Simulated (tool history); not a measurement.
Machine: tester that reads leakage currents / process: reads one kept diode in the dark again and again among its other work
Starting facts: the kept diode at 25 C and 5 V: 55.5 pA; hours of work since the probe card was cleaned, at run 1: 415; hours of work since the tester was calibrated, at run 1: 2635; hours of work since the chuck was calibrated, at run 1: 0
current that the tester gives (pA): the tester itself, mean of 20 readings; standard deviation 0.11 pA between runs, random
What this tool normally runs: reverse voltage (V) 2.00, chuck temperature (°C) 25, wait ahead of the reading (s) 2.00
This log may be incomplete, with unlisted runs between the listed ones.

run	day	reverse voltage (V)	chuck temperature (°C)	wait ahead of the reading (s)	hours of work since the probe card was cleaned	hours of work since the tester was calibrated	hours of work since the chuck was calibrated	current that the tester gives (pA)
1	0.000	2.00	25	2.00	415	2635	0	35.13
2	6.671	2.00	25	2.00	495	2715	80	35.81
3	14.788	2.00	54	2.00	593	2812	178	353.01
4	19.417	2.00	21	2.00	649	2868	233	26.01
5	24.683	2.00	25	3.44	712	2931	297	36.94
6	31.783	2.00	25	3.44	797	3017	382	37.53
# day 32.333: chuck's temperature calibrated
7	36.025	1.08	25	2.00	847	3067	44	27.05
8	41.100	7.64	25	2.00	908	3128	105	83.02
9	46.979	7.64	25	1.89	979	3198	176	84.30
# day 51.075: tester calibrated
10	53.171	19.10	25	2.00	1052	25	249	146.02
11	57.550	2.00	25	1.15	1105	78	302	39.69
12	61.100	2.00	25	1.15	1148	120	345	39.81
13	67.058	1.02	58	2.00	1219	192	416	348.27
14	74.942	3.28	58	2.96	1314	287	511	662.64
# day 76.379: chuck's temperature calibrated, once more
15	79.967	3.28	58	2.96	1373	346	43	604.57
16	85.083	8.26	48	2.43	1435	408	105	494.93
17	90.896	4.26	48	2.43	1505	478	175	342.76
18	97.562	4.26	48	2.43	1585	558	255	346.20

Branching from run 18: 5 alternative next runs. What would each branch give?
A	102.988	1.72	43	2.22	1650	623	320	?
B	102.988	2.47	48	2.43	1650	623	320	?
C	102.988	1.79	21	4.53	1650	623	320	?
D	102.988	4.26	35	2.43	1650	623	320	?
E	102.988	2.00	25	4.93	1650	623	320	?

run	current that the tester gives (pA)
A	145.95
B	258.16
C	26.02
D	129.99
E	38.05
Stripped of hidden state, with their random variation kept, the same runs would have yielded:
run	current that the tester gives (pA)
A	138.60
B	246.24
C	22.49
D	119.37
E	33.81

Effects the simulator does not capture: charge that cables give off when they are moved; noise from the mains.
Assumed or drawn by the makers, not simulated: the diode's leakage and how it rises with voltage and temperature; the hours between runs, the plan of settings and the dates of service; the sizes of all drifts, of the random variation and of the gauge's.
